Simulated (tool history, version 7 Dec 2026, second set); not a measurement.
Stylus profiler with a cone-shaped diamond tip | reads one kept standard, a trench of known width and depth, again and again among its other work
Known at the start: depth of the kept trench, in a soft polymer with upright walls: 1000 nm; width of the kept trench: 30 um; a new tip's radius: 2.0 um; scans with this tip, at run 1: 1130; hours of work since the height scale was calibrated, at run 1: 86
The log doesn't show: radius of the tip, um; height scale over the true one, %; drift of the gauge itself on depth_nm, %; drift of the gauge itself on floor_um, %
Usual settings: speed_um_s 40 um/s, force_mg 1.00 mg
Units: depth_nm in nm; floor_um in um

run,hour,speed_um_s,force_mg,scans with this tip,hours of work since the height scale was calibrated,depth_nm,floor_um
1,0.0,40,1.00,1130,86,1004.36,26.33
2,16.0,40,1.78,1261,96,1006.49,26.32
3,29.8,40,1.00,1374,105,1004.93,26.31
4,48.4,33,1.00,1527,117,1004.28,26.34
5,65.5,40,0.93,1668,127,1004.42,26.28
6,81.3,40,0.93,1797,137,1004.44,26.30
7,92.5,40,0.71,1889,144,1003.26,26.23
8,104.0,40,0.71,1984,152,1003.69,26.25
9,113.8,40,0.71,2064,158,1003.44,26.18
10,127.8,40,0.71,2179,167,1003.47,26.20
# hour 130.0: height scale calibrated on a step standard
11,143.9,24,1.00,2307,9,1004.00,26.27
12,152.7,55,1.00,2379,14,1004.04,26.12
13,170.3,71,1.00,2524,25,1004.06,26.16
# hour 180.6: height scale calibrated on a step standard, once more
14,188.4,40,0.40,2669,5,1002.26,26.13
15,203.9,47,0.83,2796,15,1004.36,26.15
16,213.9,47,0.93,2878,21,1004.62,26.15
17,230.2,47,0.93,3011,31,1004.78,26.14
18,246.9,47,2.83,3149,42,1009.44,26.15
19,255.6,22,1.09,3220,47,1005.16,26.14
20,263.9,26,0.55,3289,52,1003.24,26.10
21,281.4,28,0.72,3432,63,1003.66,26.09
22,299.2,28,0.72,3578,74,1004.12,26.05

Forecast each of these 4 alternatives for the next run:
A,307.1,12,0.39,3643,79,?,?
B,307.1,11,1.63,3643,79,?,?
C,307.1,37,0.46,3643,79,?,?
D,307.1,25,0.41,3643,79,?,?

run,depth_nm,floor_um
A,1002.77,26.12
B,1006.90,26.12
C,1002.80,26.01
D,1002.92,26.10
Without the tool's hidden state the same runs would have given:
run,depth_nm,floor_um
A,1002.68,26.47
B,1006.81,26.47
C,1002.71,26.36
D,1002.83,26.45
